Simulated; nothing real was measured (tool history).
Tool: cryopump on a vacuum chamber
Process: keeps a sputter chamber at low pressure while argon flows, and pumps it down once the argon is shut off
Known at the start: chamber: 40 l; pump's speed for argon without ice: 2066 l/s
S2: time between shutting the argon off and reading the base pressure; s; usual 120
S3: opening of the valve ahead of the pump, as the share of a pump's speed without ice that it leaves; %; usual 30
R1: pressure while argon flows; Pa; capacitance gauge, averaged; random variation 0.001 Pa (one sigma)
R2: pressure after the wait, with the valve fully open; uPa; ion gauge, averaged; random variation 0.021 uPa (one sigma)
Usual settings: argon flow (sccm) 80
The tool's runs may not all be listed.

{"run": 1, "hour": 0.0, "argon flow (sccm)": 80, "S2": 120, "S3": 30, "R1": 0.2226, "R2": 1.74}
{"run": 2, "hour": 25.5, "argon flow (sccm)": 80, "S2": 120, "S3": 30, "R1": 0.2222, "R2": 1.7}
{"run": 3, "hour": 37.0, "argon flow (sccm)": 80, "S2": 120, "S3": 30, "R1": 0.2232, "R2": 1.75}
{"run": 4, "hour": 53.7, "argon flow (sccm)": 80, "S2": 120, "S3": 30, "R1": 0.2225, "R2": 1.76}
{"run": 5, "hour": 75.5, "argon flow (sccm)": 80, "S2": 120, "S3": 30, "R1": 0.2231, "R2": 1.79}
{"run": 6, "hour": 86.5, "argon flow (sccm)": 129, "S2": 120, "S3": 30, "R1": 0.3587, "R2": 1.79}
{"run": 7, "hour": 102.0, "argon flow (sccm)": 129, "S2": 120, "S3": 30, "R1": 0.3605, "R2": 1.76}
{"run": 8, "hour": 119.4, "argon flow (sccm)": 80, "S2": 120, "S3": 30, "R1": 0.2238, "R2": 1.8}
{"run": 9, "hour": 138.1, "argon flow (sccm)": 80, "S2": 120, "S3": 16, "R1": 0.4161, "R2": 1.86}
{"run": 10, "hour": 160.8, "argon flow (sccm)": 80, "S2": 120, "S3": 49, "R1": 0.1416, "R2": 1.83}
{"run": 11, "hour": 177.0, "argon flow (sccm)": 80, "S2": 120, "S3": 49, "R1": 0.1435, "R2": 1.88}
{"run": 12, "hour": 190.8, "argon flow (sccm)": 80, "S2": 120, "S3": 49, "R1": 0.1431, "R2": 1.85}
{"run": 13, "hour": 209.7, "argon flow (sccm)": 80, "S2": 120, "S3": 49, "R1": 0.1432, "R2": 1.84}
{"run": 14, "hour": 228.7, "argon flow (sccm)": 80, "S2": 120, "S3": 49, "R1": 0.1419, "R2": 1.92}
{"run": 15, "hour": 244.9, "argon flow (sccm)": 80, "S2": 120, "S3": 49, "R1": 0.1443, "R2": 1.96}
{"run": 16, "hour": 268.0, "argon flow (sccm)": 80, "S2": 120, "S3": 42, "R1": 0.1664, "R2": 2.02}
{"run": 17, "hour": 294.0, "argon flow (sccm)": 80, "S2": 120, "S3": 30, "R1": 0.229, "R2": 2.0}
{"run": 18, "hour": 309.0, "argon flow (sccm)": 80, "S2": 120, "S3": 30, "R1": 0.2299, "R2": 1.96}
{"run": 19, "hour": 335.4, "argon flow (sccm)": 80, "S2": 120, "S3": 30, "R1": 0.2312, "R2": 1.95}
{"run": 20, "hour": 348.3, "argon flow (sccm)": 80, "S2": 177, "S3": 30, "R1": 0.2303, "R2": 1.95}
{"run": 21, "hour": 369.9, "argon flow (sccm)": 66, "S2": 96, "S3": 17, "R1": 0.3276, "R2": 2.11}
{"hour": 388.5, "done": "pump warmed up, emptied and cooled again"}
{"run": 22, "hour": 396.8, "argon flow (sccm)": 66, "S2": 96, "S3": 17, "R1": 0.3205, "R2": 1.88}
{"run": 23, "hour": 419.1, "argon flow (sccm)": 80, "S2": 211, "S3": 29, "R1": 0.2286, "R2": 1.75}
{"run": 24, "hour": 441.4, "argon flow (sccm)": 80, "S2": 38, "S3": 20, "R1": 0.3318, "R2": 2.56}
{"run": 25, "hour": 460.3, "argon flow (sccm)": 80, "S2": 129, "S3": 37, "R1": 0.1795, "R2": 1.86}
{"run": 26, "hour": 477.2, "argon flow (sccm)": 134, "S2": 49, "S3": 17, "R1": 0.6464, "R2": 2.4}
{"run": 27, "hour": 501.6, "argon flow (sccm)": 111, "S2": 21, "S3": 23, "R1": 0.3978, "R2": 3.5}
{"run": 28, "hour": 528.8, "argon flow (sccm)": 48, "S2": 259, "S3": 44, "R1": 0.0909, "R2": 1.81}
{"run": 29, "hour": 546.1, "argon flow (sccm)": 92, "S2": 259, "S3": 16, "R1": 0.4731, "R2": 1.78}
{"run": 30, "hour": 559.1, "argon flow (sccm)": 106, "S2": 33, "S3": 16, "R1": 0.5481, "R2": 2.75}
{"run": 31, "hour": 574.2, "argon flow (sccm)": 117, "S2": 96, "S3": 43, "R1": 0.2305, "R2": 2.07}
{"run": 32, "hour": 591.0, "argon flow (sccm)": 89, "S2": 97, "S3": 43, "R1": 0.1745, "R2": 2.1}

Forecast run 33:
{"run": 33, "hour": 606.5, "argon flow (sccm)": 46, "S2": 120, "S3": 16, "R1": "?", "R2": "?"}

Run 33 gave R1 0.2393 Pa, R2 2.00 uPa.
Without the tool's hidden state the same run would have given R1 0.2361 Pa, R2 0.48 uPa.

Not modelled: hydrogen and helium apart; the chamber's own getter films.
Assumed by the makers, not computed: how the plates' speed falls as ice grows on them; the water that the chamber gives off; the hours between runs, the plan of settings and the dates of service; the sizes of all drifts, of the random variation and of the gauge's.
